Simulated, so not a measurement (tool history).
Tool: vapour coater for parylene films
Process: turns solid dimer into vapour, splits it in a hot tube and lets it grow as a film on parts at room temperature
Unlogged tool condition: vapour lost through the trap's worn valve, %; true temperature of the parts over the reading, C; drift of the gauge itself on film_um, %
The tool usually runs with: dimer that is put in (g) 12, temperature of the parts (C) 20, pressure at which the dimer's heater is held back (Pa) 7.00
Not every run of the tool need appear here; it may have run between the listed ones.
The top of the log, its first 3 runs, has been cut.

run,hour,dimer that is put in (g),temperature of the parts (C),pressure at which the dimer's heater is held back (Pa),hours of work since the trap's valve was overhauled,hours of work since the table's thermometer was calibrated,thickness of the film (nm)
4,59.9,10,20,7.00,154,606,1740
5,72.3,10,20,7.00,162,613,1730
6,95.5,10,20,7.00,176,627,1710
7,113.2,10,20,7.00,186,637,1700
8,130.5,10,20,7.00,196,648,1710
9,144.8,12,20,7.00,205,656,2050
10,171.4,12,27,7.00,221,672,1740
11,190.0,12,20,7.00,232,683,2050
12,212.8,12,20,7.00,245,696,2030
13,239.4,12,20,7.00,261,712,2060
14,251.4,12,20,7.00,268,719,2010
15,264.3,12,14,7.00,276,727,2310
16,290.4,12,14,7.00,291,742,2340
17,316.7,12,14,7.00,307,758,2340
# hour 338.2: trap's valve overhauled
18,346.4,12,14,7.00,5,773,2450
19,358.6,12,14,7.00,12,781,2430
20,371.8,12,20,7.00,20,788,2120
21,388.3,12,20,7.00,30,798,2090
22,410.4,12,20,7.00,43,811,2090
23,429.1,12,20,7.00,54,822,2110
24,440.9,12,18,6.52,61,829,2230

For run 25, what comes out?
25,465.8,17,17,3.60,76,844,?

{"run 25": {"thickness of the film (nm)": 3510}}
Were there no unlogged condition in the tool, this run, its random variation unchanged, would have produced thickness of the film (nm) 3610.
